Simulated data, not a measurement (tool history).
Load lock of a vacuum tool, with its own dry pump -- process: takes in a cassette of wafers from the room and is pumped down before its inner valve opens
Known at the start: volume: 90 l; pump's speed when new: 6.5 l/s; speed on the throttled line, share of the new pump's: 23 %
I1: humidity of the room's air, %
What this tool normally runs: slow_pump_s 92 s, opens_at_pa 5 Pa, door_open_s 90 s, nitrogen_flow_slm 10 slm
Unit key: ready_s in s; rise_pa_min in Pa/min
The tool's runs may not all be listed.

Run 1, day 0.000: usual settings; I1 45.6. Result: ready_s 210.5 s, rise_pa_min 0.029 Pa/min.
Run 2, day 2.946: usual settings but door_open_s 93 s; I1 44.5. Result: ready_s 208.4 s, rise_pa_min 0.030 Pa/min.
Run 3, day 5.892: usual settings but door_open_s 93 s; I1 45.6. Result: ready_s 211.8 s, rise_pa_min 0.037 Pa/min.
Run 4, day 8.325: usual settings but door_open_s 93 s; I1 46.1. Result: ready_s 211.0 s, rise_pa_min 0.032 Pa/min.
Run 5, day 10.767: usual settings but door_open_s 93 s; I1 45.0. Result: ready_s 210.2 s, rise_pa_min 0.031 Pa/min.
Run 6, day 13.779: usual settings but door_open_s 93 s; I1 46.2. Result: ready_s 211.8 s, rise_pa_min 0.035 Pa/min.
Run 7, day 17.321: usual settings but door_open_s 93 s; I1 43.8. Result: ready_s 211.7 s, rise_pa_min 0.029 Pa/min.
Run 8, day 21.204: usual settings but door_open_s 93 s; I1 44.1. Result: ready_s 210.4 s, rise_pa_min 0.027 Pa/min.
Run 9, day 24.529: usual settings but door_open_s 93 s; I1 42.1. Result: ready_s 209.5 s, rise_pa_min 0.024 Pa/min.
Run 10, day 26.829: usual settings but slow_pump_s 53 s; I1 45.9. Result: ready_s 181.4 s, rise_pa_min 0.032 Pa/min.
Run 11, day 28.408: usual settings but slow_pump_s 47 s; I1 44.2. Result: ready_s 174.6 s, rise_pa_min 0.026 Pa/min.
Run 12, day 31.925: usual settings; I1 45.4. Result: ready_s 208.7 s, rise_pa_min 0.029 Pa/min.
Run 13, day 35.008: usual settings; I1 47.1. Result: ready_s 211.3 s, rise_pa_min 0.034 Pa/min.
Run 14, day 36.933: usual settings; I1 42.0. Result: ready_s 208.0 s, rise_pa_min 0.026 Pa/min.
Run 15, day 39.146: usual settings; I1 43.3. Result: ready_s 208.3 s, rise_pa_min 0.029 Pa/min.
Run 16, day 42.975: usual settings; I1 44.6. Result: ready_s 211.0 s, rise_pa_min 0.023 Pa/min.
At day 43.592: dry pump taken out, an overhauled one fitted.
Run 17, day 46.542: usual settings; I1 42.4. Result: ready_s 208.1 s, rise_pa_min 0.027 Pa/min.
Run 18, day 48.467: usual settings but slow_pump_s 66 s, opens_at_pa 9 Pa, door_open_s 31 s, nitrogen_flow_slm 36 slm; I1 46.6. Result: ready_s 182.1 s, rise_pa_min 0.008 Pa/min.
Run 19, day 50.075: usual settings but opens_at_pa 8 Pa; I1 46.1. Result: ready_s 202.6 s, rise_pa_min 0.024 Pa/min.
Run 20, day 52.833: usual settings but opens_at_pa 8 Pa; I1 44.9. Result: ready_s 203.2 s, rise_pa_min 0.033 Pa/min.
Run 21, day 55.558: usual settings but door_open_s 62 s; I1 43.8. Result: ready_s 209.9 s, rise_pa_min 0.024 Pa/min.
Run 22, day 58.817: usual settings but slow_pump_s 96 s, door_open_s 118 s, nitrogen_flow_slm 38 slm; I1 45.5. Result: ready_s 213.3 s, rise_pa_min 0.023 Pa/min.
Run 23, day 61.125: usual settings but slow_pump_s 96 s, door_open_s 118 s, nitrogen_flow_slm 38 slm; I1 45.8. Result: ready_s 213.2 s, rise_pa_min 0.014 Pa/min.
Run 24, day 64.512: usual settings but slow_pump_s 96 s, opens_at_pa 6 Pa, door_open_s 118 s, nitrogen_flow_slm 6 slm; I1 46.2. Result: ready_s 210.3 s, rise_pa_min 0.046 Pa/min.
Run 25, day 67.304: usual settings but nitrogen_flow_slm 30 slm; I1 45.4. Result: ready_s 210.0 s, rise_pa_min 0.018 Pa/min.
Run 26, day 68.967: usual settings but nitrogen_flow_slm 30 slm; I1 43.3. Result: ready_s 208.4 s, rise_pa_min 0.018 Pa/min.
Run 27, day 72.454: usual settings but door_open_s 55 s, nitrogen_flow_slm 8 slm; I1 49.2. Result: ready_s 210.5 s, rise_pa_min 0.022 Pa/min.
Run 28, day 74.879: usual settings but slow_pump_s 101 s, door_open_s 55 s, nitrogen_flow_slm 11 slm; I1 45.5. Result: ready_s 216.7 s, rise_pa_min 0.024 Pa/min.
Run 29, day 78.421: usual settings but slow_pump_s 101 s, door_open_s 55 s, nitrogen_flow_slm 27 slm; I1 43.8. Result: ready_s 216.8 s, rise_pa_min 0.013 Pa/min.
Run 30, day 81.950: usual settings but slow_pump_s 53 s, door_open_s 61 s, nitrogen_flow_slm 8 slm; I1 47.3. Result: ready_s 180.5 s, rise_pa_min 0.025 Pa/min.
Run 31, day 83.625: usual settings but door_open_s 31 s; I1 47.4. Result: ready_s 209.2 s, rise_pa_min 0.015 Pa/min.
Run 32, day 85.254: usual settings but door_open_s 31 s; I1 44.1. Result: ready_s 211.0 s, rise_pa_min 0.021 Pa/min.
Run 33, day 88.117: usual settings but opens_at_pa 7 Pa, door_open_s 27 s, nitrogen_flow_slm 6 slm; I1 46.5. Result: ready_s 203.5 s, rise_pa_min 0.017 Pa/min.
Run 34, day 91.979: usual settings but slow_pump_s 137 s, opens_at_pa 10 Pa, door_open_s 51 s, nitrogen_flow_slm 20 slm; I1 42.6. Result: ready_s 234.4 s, rise_pa_min 0.015 Pa/min.

Branching from run 34: 4 alternative next runs. What would each branch give?
Run A, day 94.504: usual settings but slow_pump_s 119 s, opens_at_pa 10 Pa, door_open_s 158 s, nitrogen_flow_slm 11 slm; I1 41.3. Result: ready_s ?, rise_pa_min ?.
Run B, day 94.504: usual settings but slow_pump_s 137 s, opens_at_pa 4 Pa, door_open_s 122 s, nitrogen_flow_slm 20 slm; I1 49.1. Result: ready_s ?, rise_pa_min ?.
Run C, day 94.504: usual settings but slow_pump_s 52 s, opens_at_pa 10 Pa, door_open_s 51 s, nitrogen_flow_slm 20 slm; I1 48.5. Result: ready_s ?, rise_pa_min ?.
Run D, day 94.504: usual settings but slow_pump_s 78 s, opens_at_pa 10 Pa, door_open_s 26 s, nitrogen_flow_slm 20 slm; I1 36.4. Result: ready_s ?, rise_pa_min ?.

run  ready_s  rise_pa_min
  A    219.5        0.038
  B    250.9        0.029
  C    167.9        0.016
  D    186.2        0.007
Stripped of hidden state, with their random variation kept, the same runs would have yielded:
run  ready_s  rise_pa_min
  A    219.5        0.038
  B    250.9        0.028
  C    167.9        0.016
  D    186.2        0.007

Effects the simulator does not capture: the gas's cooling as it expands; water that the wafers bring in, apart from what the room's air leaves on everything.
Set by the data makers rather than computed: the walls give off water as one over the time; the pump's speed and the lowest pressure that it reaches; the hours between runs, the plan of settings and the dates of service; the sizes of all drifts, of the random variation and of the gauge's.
